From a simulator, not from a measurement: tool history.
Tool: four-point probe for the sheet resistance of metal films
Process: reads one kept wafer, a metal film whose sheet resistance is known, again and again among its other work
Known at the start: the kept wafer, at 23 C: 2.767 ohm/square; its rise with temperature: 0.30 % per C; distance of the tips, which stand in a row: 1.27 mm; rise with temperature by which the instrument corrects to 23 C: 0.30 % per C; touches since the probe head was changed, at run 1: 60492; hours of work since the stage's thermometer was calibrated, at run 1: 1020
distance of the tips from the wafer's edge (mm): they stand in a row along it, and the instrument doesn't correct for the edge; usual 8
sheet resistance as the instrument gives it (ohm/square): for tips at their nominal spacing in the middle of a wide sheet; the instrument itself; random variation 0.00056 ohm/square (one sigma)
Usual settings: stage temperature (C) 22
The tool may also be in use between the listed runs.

run,hour,stage temperature (C),distance of the tips from the wafer's edge (mm),touches since the probe head was changed,hours of work since the stage's thermometer was calibrated,sheet resistance as the instrument gives it (ohm/square)
1,0,22,8,60492,1020,2.801706
2,53.9,22,11,63163,1062,2.782684
3,109.6,22,11,65922,1106,2.783735
4,179.1,22,11,69370,1161,2.784834
5,223.3,22,11,71560,1196,2.784286
# hour 281.2: stage's thermometer calibrated
6,297,22,11,75187,12,2.78261
7,351.2,22,11,77876,55,2.782753
8,436,19,8,82080,122,2.801842
9,487.9,19,8,84651,163,2.801526
10,526.3,19,8,86556,193,2.801967
11,609.1,19,8,90658,259,2.80351
12,680.5,22,8,94197,315,2.802852
13,752.7,22,8,97777,372,2.804013
14,833.7,28,32,101794,436,2.768948
15,871.2,25,8,103649,465,2.803633
16,950.3,25,8,107572,528,2.804871
17,985.3,25,6,109307,555,2.833951
18,1058.1,29,13,112912,613,2.782751
19,1116.7,22,5,115817,659,2.862203
20,1185.1,32,5,119207,713,2.861419
21,1245.3,22,35,122195,760,2.771695
22,1290.3,33,8,124424,796,2.806176
23,1343.3,28,19,127049,837,2.777458
24,1409.3,20,69,130323,890,2.773348
25,1472.8,27,9,133468,940,2.802205

3 ways to go on from here, each from the tool as it stands after run 25. What would each give?
A,1523.6,32,34,135987,980,?
B,1523.6,25,71,135987,980,?
C,1523.6,27,35,135987,980,?

run,sheet resistance as the instrument gives it (ohm/square)
A,2.775345
B,2.773119
C,2.773897
Without the tool's hidden state the same runs would have given:
run,sheet resistance as the instrument gives it (ohm/square)
A,2.769875
B,2.767597
C,2.768389
